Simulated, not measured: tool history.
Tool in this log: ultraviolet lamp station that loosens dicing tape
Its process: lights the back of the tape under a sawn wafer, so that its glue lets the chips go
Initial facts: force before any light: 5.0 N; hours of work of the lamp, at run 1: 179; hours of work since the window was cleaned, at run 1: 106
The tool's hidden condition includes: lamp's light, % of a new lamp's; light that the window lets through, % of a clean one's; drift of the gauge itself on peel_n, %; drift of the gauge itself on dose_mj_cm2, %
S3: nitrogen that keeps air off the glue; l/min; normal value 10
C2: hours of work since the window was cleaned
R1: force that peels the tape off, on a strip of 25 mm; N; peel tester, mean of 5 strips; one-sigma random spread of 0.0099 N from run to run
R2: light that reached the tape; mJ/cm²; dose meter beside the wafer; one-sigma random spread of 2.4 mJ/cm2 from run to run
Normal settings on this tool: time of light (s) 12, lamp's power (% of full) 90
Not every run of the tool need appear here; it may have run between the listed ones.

Run 1, hour 0.0: usual settings; hours of work of the lamp 179; C2 106. Result: R1 0.469 N, R2 245 mJ/cm².
Run 2, hour 5.0: usual settings; hours of work of the lamp 183; C2 110. Result: R1 0.480 N, R2 244 mJ/cm².
Run 3, hour 12.7: usual settings; hours of work of the lamp 189; C2 116. Result: R1 0.469 N, R2 243 mJ/cm².
Run 4, hour 20.6: usual settings; hours of work of the lamp 195; C2 122. Result: R1 0.453 N, R2 244 mJ/cm².
Run 5, hour 25.3: usual settings; hours of work of the lamp 199; C2 126. Result: R1 0.470 N, R2 243 mJ/cm².
Run 6, hour 31.8: usual settings but time of light (s) 10, lamp's power (% of full) 79, S3 5 l/min; hours of work of the lamp 204; C2 131. Result: R1 1.101 N, R2 179 mJ/cm².
Run 7, hour 38.5: usual settings but time of light (s) 10, lamp's power (% of full) 79, S3 5 l/min; hours of work of the lamp 209; C2 137. Result: R1 1.095 N, R2 176 mJ/cm².
Run 8, hour 48.1: usual settings but time of light (s) 10, lamp's power (% of full) 80, S3 4 l/min; hours of work of the lamp 217; C2 144. Result: R1 1.174 N, R2 176 mJ/cm².
Run 9, hour 56.9: usual settings but time of light (s) 8, lamp's power (% of full) 92, S3 8 l/min; hours of work of the lamp 224; C2 151. Result: R1 0.966 N, R2 166 mJ/cm².
Run 10, hour 62.2: usual settings but S3 19 l/min; hours of work of the lamp 228; C2 155. Result: R1 0.388 N, R2 242 mJ/cm².

What if the next run were any one of these 5? Each begins from the tool's condition after run 10:
Run A, hour 72.7: usual settings but time of light (s) 16, lamp's power (% of full) 84, S3 6 l/min; hours of work of the lamp 236; C2 164. Result: R1 ?, R2 ?.
Run B, hour 72.7: usual settings but S3 19 l/min; hours of work of the lamp 236; C2 164. Result: R1 ?, R2 ?.
Run C, hour 72.7: usual settings but time of light (s) 19; hours of work of the lamp 236; C2 164. Result: R1 ?, R2 ?.
Run D, hour 72.7: usual settings but time of light (s) 19, lamp's power (% of full) 99, S3 14 l/min; hours of work of the lamp 236; C2 164. Result: R1 ?, R2 ?.
Run E, hour 72.7: usual settings but time of light (s) 6, lamp's power (% of full) 85; hours of work of the lamp 236; C2 164. Result: R1 ?, R2 ?.

run     R1   R2
  A  0.457  302
  B  0.375  240
  C  0.276  386
  D  0.251  416
  E  1.439  113
What these runs would have given with no unlogged condition in the tool:
run     R1   R2
  A  0.407  328
  B  0.337  260
  C  0.261  418
  D  0.244  451
  E  1.307  123
